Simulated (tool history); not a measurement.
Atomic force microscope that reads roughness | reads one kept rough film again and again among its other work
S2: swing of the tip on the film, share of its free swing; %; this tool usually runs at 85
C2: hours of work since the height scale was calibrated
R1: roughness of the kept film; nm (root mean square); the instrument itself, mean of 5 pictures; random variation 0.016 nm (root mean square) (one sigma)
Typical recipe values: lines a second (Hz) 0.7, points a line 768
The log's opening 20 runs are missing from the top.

{"run": 21, "hour": 679.0, "lines a second (Hz)": 0.529, "S2": 85, "points a line": 768, "pictures with this tip": 130, "C2": 748, "R1": 3.602}
{"hour": 694.9, "done": "new tip fitted"}
{"run": 22, "hour": 710.4, "lines a second (Hz)": 0.529, "S2": 85, "points a line": 768, "pictures with this tip": 37, "C2": 771, "R1": 3.739}
{"run": 23, "hour": 758.7, "lines a second (Hz)": 2.04, "S2": 85, "points a line": 768, "pictures with this tip": 153, "C2": 807, "R1": 3.242}
{"hour": 763.6, "done": "new tip fitted"}
{"run": 24, "hour": 798.8, "lines a second (Hz)": 0.784, "S2": 74, "points a line": 964, "pictures with this tip": 84, "C2": 836, "R1": 3.687}
{"run": 25, "hour": 830.1, "lines a second (Hz)": 0.784, "S2": 74, "points a line": 964, "pictures with this tip": 159, "C2": 860, "R1": 3.557}
{"hour": 833.2, "done": "new tip fitted"}
{"run": 26, "hour": 866.5, "lines a second (Hz)": 0.7, "S2": 88, "points a line": 273, "pictures with this tip": 80, "C2": 886, "R1": 3.577}
{"run": 27, "hour": 893.9, "lines a second (Hz)": 3.905, "S2": 72, "points a line": 768, "pictures with this tip": 146, "C2": 907, "R1": 3.26}
{"hour": 902.7, "done": "new tip fitted"}
{"run": 28, "hour": 935.0, "lines a second (Hz)": 1.576, "S2": 85, "points a line": 346, "pictures with this tip": 78, "C2": 937, "R1": 3.475}
{"run": 29, "hour": 960.0, "lines a second (Hz)": 1.576, "S2": 85, "points a line": 346, "pictures with this tip": 138, "C2": 956, "R1": 3.373}
{"hour": 972.8, "done": "new tip fitted"}
{"run": 30, "hour": 996.1, "lines a second (Hz)": 0.7, "S2": 62, "points a line": 511, "pictures with this tip": 56, "C2": 982, "R1": 3.773}
{"run": 31, "hour": 1023.8, "lines a second (Hz)": 1.341, "S2": 61, "points a line": 511, "pictures with this tip": 123, "C2": 1003, "R1": 3.657}
{"hour": 1041.9, "done": "new tip fitted"}
{"run": 32, "hour": 1051.3, "lines a second (Hz)": 1.341, "S2": 61, "points a line": 511, "pictures with this tip": 22, "C2": 1023, "R1": 3.79}
{"run": 33, "hour": 1090.0, "lines a second (Hz)": 1.341, "S2": 61, "points a line": 511, "pictures with this tip": 115, "C2": 1052, "R1": 3.667}
{"hour": 1110.3, "done": "new tip fitted"}
{"run": 34, "hour": 1130.4, "lines a second (Hz)": 2.12, "S2": 58, "points a line": 428, "pictures with this tip": 48, "C2": 1082, "R1": 3.768}
{"run": 35, "hour": 1176.8, "lines a second (Hz)": 2.73, "S2": 85, "points a line": 433, "pictures with this tip": 159, "C2": 1116, "R1": 3.147}
{"hour": 1180.7, "done": "new tip fitted"}
{"run": 36, "hour": 1211.6, "lines a second (Hz)": 2.73, "S2": 85, "points a line": 433, "pictures with this tip": 74, "C2": 1142, "R1": 3.266}
{"run": 37, "hour": 1232.1, "lines a second (Hz)": 1.884, "S2": 73, "points a line": 937, "pictures with this tip": 123, "C2": 1157, "R1": 3.539}
{"hour": 1251.1, "done": "new tip fitted"}
{"run": 38, "hour": 1259.6, "lines a second (Hz)": 0.7, "S2": 85, "points a line": 290, "pictures with this tip": 20, "C2": 1177, "R1": 3.751}
{"run": 39, "hour": 1279.6, "lines a second (Hz)": 0.7, "S2": 85, "points a line": 322, "pictures with this tip": 68, "C2": 1192, "R1": 3.633}
{"run": 40, "hour": 1303.4, "lines a second (Hz)": 0.7, "S2": 85, "points a line": 322, "pictures with this tip": 125, "C2": 1210, "R1": 3.536}
{"hour": 1322.4, "done": "new tip fitted"}
{"run": 41, "hour": 1350.5, "lines a second (Hz)": 1.508, "S2": 61, "points a line": 322, "pictures with this tip": 67, "C2": 1245, "R1": 3.723}
{"hour": 1394.4, "done": "new tip fitted"}
{"run": 42, "hour": 1395.5, "lines a second (Hz)": 0.913, "S2": 61, "points a line": 732, "pictures with this tip": 3, "C2": 1278, "R1": 3.912}

Forecast each of these 5 alternatives for the next run:
{"run": "A", "hour": 1426.1, "lines a second (Hz)": 0.512, "S2": 61, "points a line": 814, "pictures with this tip": 76, "C2": 1301, "R1": "?"}
{"run": "B", "hour": 1426.1, "lines a second (Hz)": 0.905, "S2": 72, "points a line": 338, "pictures with this tip": 76, "C2": 1301, "R1": "?"}
{"run": "C", "hour": 1426.1, "lines a second (Hz)": 0.7, "S2": 56, "points a line": 894, "pictures with this tip": 76, "C2": 1301, "R1": "?"}
{"run": "D", "hour": 1426.1, "lines a second (Hz)": 0.606, "S2": 85, "points a line": 673, "pictures with this tip": 76, "C2": 1301, "R1": "?"}
{"run": "E", "hour": 1426.1, "lines a second (Hz)": 0.819, "S2": 58, "points a line": 414, "pictures with this tip": 76, "C2": 1301, "R1": "?"}

run=A R1=3.823
run=B R1=3.703
run=C R1=3.79
run=D R1=3.693
run=E R1=3.782
Take away the tool's hidden state, keep each run's random variation, and the runs would have read:
run=A R1=3.907
run=B R1=3.786
run=C R1=3.875
run=D R1=3.775
run=E R1=3.866
